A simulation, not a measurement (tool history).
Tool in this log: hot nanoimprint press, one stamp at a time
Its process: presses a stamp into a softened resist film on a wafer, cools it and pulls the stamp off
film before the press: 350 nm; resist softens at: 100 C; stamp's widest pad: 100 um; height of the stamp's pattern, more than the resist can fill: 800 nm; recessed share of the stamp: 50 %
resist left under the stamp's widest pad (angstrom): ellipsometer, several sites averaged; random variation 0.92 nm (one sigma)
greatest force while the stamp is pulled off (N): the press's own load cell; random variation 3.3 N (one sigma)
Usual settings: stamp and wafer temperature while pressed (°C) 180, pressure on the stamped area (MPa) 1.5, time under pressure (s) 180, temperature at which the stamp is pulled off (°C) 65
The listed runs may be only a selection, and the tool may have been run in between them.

| run | hour | stamp and wafer temperature while pressed (°C) | pressure on the stamped area (MPa) | time under pressure (s) | temperature at which the stamp is pulled off (°C) | resist left under the stamp's widest pad (angstrom) | greatest force while the stamp is pulled off (N) |
|---|---|---|---|---|---|---|---|
| 1 | 0 | 180 | 1.5 | 180 | 65 | 1329 | 164 |
| 2 | 9.7 | 180 | 1.5 | 180 | 65 | 1318 | 168 |
| 3 | 19.2 | 180 | 1.5 | 180 | 65 | 1308 | 163 |
| 4 | 26.6 | 180 | 1.5 | 180 | 65 | 1329 | 165 |
| 5 | 37.6 | 180 | 1.5 | 180 | 65 | 1331 | 168 |
| 6 | 48.4 | 180 | 1.5 | 180 | 65 | 1318 | 169 |
| 7 | 55.2 | 180 | 1.5 | 180 | 65 | 1330 | 175 |
| 8 | 65.9 | 180 | 1.71 | 180 | 65 | 1234 | 167 |
| 9 | 73.8 | 168 | 1.24 | 236 | 68 | 2200 | 153 |
|  | 77.9 | plate thermocouple calibrated |
| 10 | 85.7 | 180 | 1.07 | 180 | 65 | 1615 | 177 |
| 11 | 90.9 | 180 | 1.07 | 180 | 65 | 1647 | 179 |
| 12 | 100.1 | 180 | 1.07 | 180 | 65 | 1620 | 170 |
| 13 | 110.6 | 185 | 1.26 | 180 | 60 | 1214 | 195 |
| 14 | 115.8 | 185 | 1.26 | 180 | 60 | 1228 | 196 |
| 15 | 124.9 | 169 | 1.26 | 180 | 51 | 2269 | 229 |

Each row is a separate what-if for the run after 15, all from the same tool condition, not one after another. Results?
| A | 134.3 | 169 | 1.26 | 285 | 51 | ? | ? |
| B | 134.3 | 176 | 1.7 | 180 | 51 | ? | ? |
| C | 134.3 | 171 | 1.66 | 180 | 65 | ? | ? |
| D | 134.3 | 170 | 1.5 | 180 | 72 | ? | ? |

| run | resist left under the stamp's widest pad (angstrom) | greatest force while the stamp is pulled off (N) |
|---|---|---|
| A | 2015 | 238 |
| B | 1487 | 239 |
| C | 1845 | 182 |
| D | 2008 | 150 |
Had the tool no hidden state, the same runs would have come out as:
| run | resist left under the stamp's widest pad (angstrom) | greatest force while the stamp is pulled off (N) |
|---|---|---|
| A | 1946 | 209 |
| B | 1427 | 210 |
| C | 1775 | 159 |
| D | 1937 | 131 |
